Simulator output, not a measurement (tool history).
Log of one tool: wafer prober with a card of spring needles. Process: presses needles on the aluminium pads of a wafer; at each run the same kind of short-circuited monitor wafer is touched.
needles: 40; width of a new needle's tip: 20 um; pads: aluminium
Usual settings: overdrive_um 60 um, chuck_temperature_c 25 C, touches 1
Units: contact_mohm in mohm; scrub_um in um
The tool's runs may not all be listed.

run   hour  overdrive_um  chuck_temperature_c  touches  contact_mohm  scrub_um
  1    0.0            60                   25        1           130      9.22
       4.0  -- tips cleaned on abrasive film
  2    8.0            60                   25        1           129      9.24
  3   15.4            60                   25        1           129      9.27
      20.4  -- tips cleaned on abrasive film
  4   23.5            62                   25        1           128      9.50
  5   28.2            60                   25        1           131      9.23
  6   34.1            60                   31        1           130      9.24
      36.7  -- tips cleaned on abrasive film
  7   41.6            76                   25        1           127     11.71
  8   47.7            76                   25        1           125     11.78
      52.9  -- tips cleaned on abrasive film
  9   56.2            76                   25        1           127     11.76
 10   63.4            76                   25        1           127     11.71
 11   67.3            60                   25        2           130      9.31
      69.1  -- tips cleaned on abrasive film
 12   72.3            60                   25        2           128      9.30
 13   77.4            60                   25        2           130      9.27
 14   83.2            48                   56        2           138      7.50
      85.2  -- tips cleaned on abrasive film
 15   89.7            48                   56        2           136      7.49
 16   98.9            53                   76        3           138      8.23
     101.5  -- tips cleaned on abrasive film
 17  103.9            60                   83        1           138      9.31
 18  110.2            60                   83        1           140      9.34
 19  114.5            60                   83        1           137      9.35

Forecast each of these 5 alternatives for the next run:
     118.0  -- tips cleaned on abrasive film
  A  121.3            63                  122        2             ?         ?
     118.0  -- tips cleaned on abrasive film
  B  121.3            69                   83        2             ?         ?
     118.0  -- tips cleaned on abrasive film
  C  121.3            46                  101        1             ?         ?
     118.0  -- tips cleaned on abrasive film
  D  121.3            70                  114        1             ?         ?
     118.0  -- tips cleaned on abrasive film
  E  121.3            60                   50        1             ?         ?

run  contact_mohm  scrub_um
  A           143      9.82
  B           137     10.75
  C           147      7.19
  D           142     10.89
  E           134      9.33
Without the tool's hidden state the same runs would have given:
run  contact_mohm  scrub_um
  A           143      9.68
  B           137     10.60
  C           146      7.09
  D           142     10.74
  E           134      9.20

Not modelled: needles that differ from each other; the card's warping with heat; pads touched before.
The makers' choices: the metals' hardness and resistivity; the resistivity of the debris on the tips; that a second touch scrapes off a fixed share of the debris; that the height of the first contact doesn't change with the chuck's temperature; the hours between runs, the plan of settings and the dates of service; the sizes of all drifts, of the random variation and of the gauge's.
